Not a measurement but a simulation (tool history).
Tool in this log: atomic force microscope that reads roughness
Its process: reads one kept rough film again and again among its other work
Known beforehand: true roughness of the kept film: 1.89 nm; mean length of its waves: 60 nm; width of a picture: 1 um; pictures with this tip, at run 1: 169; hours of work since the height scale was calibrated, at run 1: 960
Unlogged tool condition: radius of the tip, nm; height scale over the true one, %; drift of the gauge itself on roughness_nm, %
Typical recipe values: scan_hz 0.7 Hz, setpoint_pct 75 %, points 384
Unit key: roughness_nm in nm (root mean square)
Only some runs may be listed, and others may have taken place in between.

| run | hour | scan_hz | setpoint_pct | points | pictures with this tip | hours of work since the height scale was calibrated | roughness_nm |
|---|---|---|---|---|---|---|---|
| 1 | 0 | 0.7 | 75 | 384 | 169 | 960 | 1.725 |
| 2 | 39.8 | 0.7 | 75 | 384 | 228 | 981 | 1.712 |
| 3 | 80.3 | 0.7 | 75 | 384 | 288 | 1002 | 1.686 |
|  | 101.5 | new tip fitted |
| 4 | 120.6 | 0.7 | 75 | 384 | 28 | 1023 | 1.754 |
| 5 | 148.3 | 0.7 | 75 | 384 | 70 | 1037 | 1.759 |
| 6 | 184.9 | 0.908 | 70 | 468 | 124 | 1057 | 1.741 |
|  | 188.9 | height scale calibrated on a step standard |
| 7 | 211.3 | 0.7 | 62 | 276 | 162 | 12 | 1.755 |
| 8 | 243.9 | 0.761 | 85 | 276 | 210 | 29 | 1.649 |
| 9 | 283.4 | 2.255 | 57 | 412 | 269 | 49 | 1.701 |
|  | 316.6 | new tip fitted |
| 10 | 330.4 | 2.255 | 57 | 412 | 20 | 74 | 1.76 |

Predict each of these 4 candidate next runs independently; none follows another, all start after run 10:
| A | 374.8 | 3.583 | 70 | 384 | 86 | 97 | ? |
| B | 374.8 | 2.986 | 71 | 412 | 86 | 97 | ? |
| C | 374.8 | 2.255 | 57 | 637 | 86 | 97 | ? |
| D | 374.8 | 2.255 | 58 | 412 | 86 | 97 | ? |

| run | roughness_nm |
|---|---|
| A | 1.547 |
| B | 1.589 |
| C | 1.741 |
| D | 1.737 |
Without the tool's hidden state the same runs would have given:
| run | roughness_nm |
|---|---|
| A | 1.578 |
| B | 1.621 |
| C | 1.776 |
| D | 1.772 |

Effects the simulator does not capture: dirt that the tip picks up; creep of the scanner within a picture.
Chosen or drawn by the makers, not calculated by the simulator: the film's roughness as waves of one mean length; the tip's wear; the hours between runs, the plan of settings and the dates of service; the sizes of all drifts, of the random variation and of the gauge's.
